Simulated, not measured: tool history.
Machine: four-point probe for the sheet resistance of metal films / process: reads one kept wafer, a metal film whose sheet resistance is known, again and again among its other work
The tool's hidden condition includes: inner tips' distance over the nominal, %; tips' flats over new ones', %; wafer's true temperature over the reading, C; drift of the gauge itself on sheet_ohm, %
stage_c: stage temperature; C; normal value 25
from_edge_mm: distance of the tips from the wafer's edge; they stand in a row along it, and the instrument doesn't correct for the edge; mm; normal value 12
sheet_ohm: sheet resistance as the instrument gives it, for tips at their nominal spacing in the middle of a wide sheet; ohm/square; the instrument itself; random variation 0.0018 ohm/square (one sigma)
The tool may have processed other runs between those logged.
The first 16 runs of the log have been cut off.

run,day,stage_c,from_edge_mm,touches since the probe head was changed,hours of work since the stage's thermometer was calibrated,sheet_ohm
17,15.850,25,12,58604,1181,9.020944
18,16.992,25,12,60240,1203,9.019123
19,18.025,25,12,61721,1222,9.020067
20,19.396,25,12,63683,1249,9.018913
21,20.492,21,3,65254,1270,9.127371
22,21.188,21,3,66253,1283,9.124822
23,22.100,27,23,67558,1300,9.018656
24,23.200,34,12,69134,1321,9.057903
25,24.092,25,29,70411,1338,9.013000
26,24.692,25,29,71271,1350,9.014218
27,25.821,29,4,72887,1371,9.104728
28,26.725,34,6,74182,1389,9.088043
29,27.467,19,12,75244,1403,8.990277
30,28.712,32,19,77029,1427,9.047802
31,30.000,32,19,78873,1451,9.045224
32,30.992,25,7,80290,1470,9.038201
33,32.312,31,5,82184,1495,9.084381
34,32.950,31,5,83096,1507,9.084041

What will run 35 give?
35,34.146,32,15,84809,1530,?

sheet_ohm: 9.048963 ohm/square
Without the tool's hidden state the same run would have given sheet_ohm 9.049425 ohm/square.
